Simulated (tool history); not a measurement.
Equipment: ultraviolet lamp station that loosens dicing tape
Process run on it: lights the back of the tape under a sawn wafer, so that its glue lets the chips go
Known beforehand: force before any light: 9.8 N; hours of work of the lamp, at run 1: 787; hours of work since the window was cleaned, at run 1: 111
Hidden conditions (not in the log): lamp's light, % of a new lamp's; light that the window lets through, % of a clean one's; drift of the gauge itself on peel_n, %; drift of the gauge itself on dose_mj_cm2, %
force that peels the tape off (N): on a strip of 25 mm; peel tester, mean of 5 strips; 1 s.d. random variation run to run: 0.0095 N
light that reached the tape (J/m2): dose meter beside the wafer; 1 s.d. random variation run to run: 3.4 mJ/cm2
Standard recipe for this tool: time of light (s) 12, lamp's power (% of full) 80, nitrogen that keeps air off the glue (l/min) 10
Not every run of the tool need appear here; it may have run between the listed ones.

run,hour,time of light (s),lamp's power (% of full),nitrogen that keeps air off the glue (l/min),hours of work of the lamp,hours of work since the window was cleaned,force that peels the tape off (N),light that reached the tape (J/m2)
1,0,12,80,10,787,111,0.743,4230
2,27.4,12,80,10,806,131,0.738,4200
3,41.9,12,80,10,817,141,0.75,4260
4,56,12,80,10,827,151,0.757,4210
5,75.4,12,80,10,841,165,0.78,4200
6,99.8,12,80,10,858,182,0.79,4130
7,117,12,80,10,870,195,0.812,4120
8,144.8,12,80,10,890,214,0.795,4100
9,168.5,12,80,10,907,231,0.859,4030
10,197.4,12,80,10,927,252,0.882,4010
11,221.3,12,80,10,945,269,0.88,3920
12,246.9,12,80,10,963,287,0.884,3940
13,274.6,12,80,7,983,307,1.247,3940
14,289.9,12,80,10,993,318,0.891,3850
15,311,12,80,10,1008,333,0.93,3900
16,336.9,12,80,10,1027,351,0.936,3830
17,357.4,12,80,10,1041,366,0.984,3780
18,382.4,12,80,10,1059,384,0.987,3750
19,405.1,12,80,10,1075,400,0.985,3710
20,431,12,80,10,1094,418,1.043,3650

For run 21, what comes out?
21,456.8,15,80,16,1112,437,?,?

force that peels the tape off (N): 0.4
light that reached the tape (J/m2): 4520
Had the tool carried no hidden state, the very same run would have given force that peels the tape off (N) 0.146, light that reached the tape (J/m2) 6690.

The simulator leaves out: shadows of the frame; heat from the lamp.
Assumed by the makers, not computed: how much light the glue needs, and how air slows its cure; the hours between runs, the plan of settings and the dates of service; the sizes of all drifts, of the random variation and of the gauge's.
